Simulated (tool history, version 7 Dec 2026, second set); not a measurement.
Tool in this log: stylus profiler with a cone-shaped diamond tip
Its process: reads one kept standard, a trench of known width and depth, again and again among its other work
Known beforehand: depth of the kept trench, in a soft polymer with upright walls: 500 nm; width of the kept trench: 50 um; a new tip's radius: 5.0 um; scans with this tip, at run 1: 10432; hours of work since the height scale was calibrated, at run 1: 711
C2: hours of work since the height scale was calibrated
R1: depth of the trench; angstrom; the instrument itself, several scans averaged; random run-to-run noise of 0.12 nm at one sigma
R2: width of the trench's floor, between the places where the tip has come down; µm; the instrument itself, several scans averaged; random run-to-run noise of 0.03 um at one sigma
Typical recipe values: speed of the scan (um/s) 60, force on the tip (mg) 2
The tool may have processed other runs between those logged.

Run 1, hour 0: usual settings; scans with this tip 10432; C2 711. Result: R1 5046.3 angstrom, R2 43.42 µm.
Run 2, hour 20.7: usual settings; scans with this tip 10599; C2 723. Result: R1 5049.1 angstrom, R2 43.35 µm.
Run 3, hour 47.5: usual settings; scans with this tip 10815; C2 737. Result: R1 5047.2 angstrom, R2 43.43 µm.
Run 4, hour 67.2: usual settings; scans with this tip 10973; C2 748. Result: R1 5047.2 angstrom, R2 43.33 µm.
Run 5, hour 88.5: usual settings; scans with this tip 11144; C2 760. Result: R1 5047.9 angstrom, R2 43.34 µm.
Run 6, hour 112.7: usual settings; scans with this tip 11339; C2 773. Result: R1 5047.3 angstrom, R2 43.27 µm.
Run 7, hour 137.6: usual settings; scans with this tip 11539; C2 787. Result: R1 5047.9 angstrom, R2 43.26 µm.
Run 8, hour 168.8: usual settings; scans with this tip 11790; C2 804. Result: R1 5047.5 angstrom, R2 43.2 µm.
Run 9, hour 207.2: usual settings; scans with this tip 12099; C2 825. Result: R1 5047.1 angstrom, R2 43.18 µm.
Run 10, hour 227.3: usual settings; scans with this tip 12261; C2 836. Result: R1 5046.5 angstrom, R2 43.14 µm.
Run 11, hour 249.2: usual settings; scans with this tip 12436; C2 848. Result: R1 5047.3 angstrom, R2 43.14 µm.
Run 12, hour 274.8: usual settings but speed of the scan (um/s) 204; scans with this tip 12642; C2 862. Result: R1 5044.3 angstrom, R2 42.1 µm.
Run 13, hour 309.2: usual settings but speed of the scan (um/s) 204; scans with this tip 12920; C2 881. Result: R1 5046.6 angstrom, R2 42.08 µm.
Run 14, hour 335.5: usual settings but speed of the scan (um/s) 204; scans with this tip 13130; C2 895. Result: R1 5045 angstrom, R2 42 µm.
Run 15, hour 374: usual settings but speed of the scan (um/s) 26, force on the tip (mg) 4.66; scans with this tip 13440; C2 916. Result: R1 5084.5 angstrom, R2 43.31 µm.
Run 16, hour 396: usual settings but speed of the scan (um/s) 26, force on the tip (mg) 4.66; scans with this tip 13617; C2 928. Result: R1 5082.5 angstrom, R2 43.3 µm.
Run 17, hour 418.1: usual settings but speed of the scan (um/s) 26, force on the tip (mg) 4.66; scans with this tip 13795; C2 941. Result: R1 5085.5 angstrom, R2 43.28 µm.
Run 18, hour 458.6: usual settings but speed of the scan (um/s) 86, force on the tip (mg) 1.28; scans with this tip 14121; C2 963. Result: R1 5032.5 angstrom, R2 42.56 µm.
Run 19, hour 494.4: usual settings but speed of the scan (um/s) 104, force on the tip (mg) 0.99; scans with this tip 14408; C2 982. Result: R1 5025.5 angstrom, R2 42.23 µm.
Run 20, hour 522.7: usual settings but speed of the scan (um/s) 104, force on the tip (mg) 0.99; scans with this tip 14636; C2 998. Result: R1 5026.3 angstrom, R2 42.17 µm.
Run 21, hour 561.5: usual settings but speed of the scan (um/s) 19, force on the tip (mg) 0.75; scans with this tip 14948; C2 1019. Result: R1 5020.3 angstrom, R2 42.97 µm.
Run 22, hour 599.3: usual settings but speed of the scan (um/s) 19, force on the tip (mg) 0.75; scans with this tip 15252; C2 1040. Result: R1 5018.6 angstrom, R2 42.98 µm.
Run 23, hour 623: usual settings but speed of the scan (um/s) 19, force on the tip (mg) 0.75; scans with this tip 15443; C2 1053. Result: R1 5020.2 angstrom, R2 42.89 µm.
Run 24, hour 642.6: usual settings but speed of the scan (um/s) 147, force on the tip (mg) 0.71; scans with this tip 15601; C2 1064. Result: R1 5019.3 angstrom, R2 41.36 µm.
Run 25, hour 665.6: usual settings but speed of the scan (um/s) 36, force on the tip (mg) 1.07; scans with this tip 15786; C2 1076. Result: R1 5027.8 angstrom, R2 42.78 µm.
Run 26, hour 697.3: usual settings but speed of the scan (um/s) 36, force on the tip (mg) 1.07; scans with this tip 16040; C2 1094. Result: R1 5026.6 angstrom, R2 42.74 µm.
Run 27, hour 727.4: usual settings but speed of the scan (um/s) 26, force on the tip (mg) 1.35; scans with this tip 16282; C2 1110. Result: R1 5032.3 angstrom, R2 42.86 µm.

Table of differences, measured result less the result of that run with no hidden state. Run-to-run variation is the same in both. Gauge scatter possibly is not:
Hidden state present: radius of the tip, um; height scale over the true one, %; drift of the gauge itself on depth_nm, %; drift of the gauge itself on floor_um, %.
run    R1     R2
  1  -4.5  -1.79
  2  -4.7  -1.81
  3  -4.8  -1.84
  4  -4.8  -1.86
  5  -4.9  -1.89
  6    -5  -1.91
  7  -5.1  -1.94
  8  -5.2  -1.98
  9  -5.3  -2.02
 10  -5.4  -2.04
 11  -5.5  -2.07
 12  -5.5   -2.1
 13  -5.7  -2.13
 14  -5.8  -2.16
 15    -6  -2.21
 16  -6.1  -2.23
 17  -6.2  -2.25
 18  -6.2   -2.3
 19  -6.4  -2.33
 20  -6.5  -2.36
 21  -6.6  -2.41
 22  -6.7  -2.45
 23  -6.9  -2.48
 24  -6.9   -2.5
 25    -7  -2.52
 26  -7.2  -2.55
 27  -7.2  -2.59
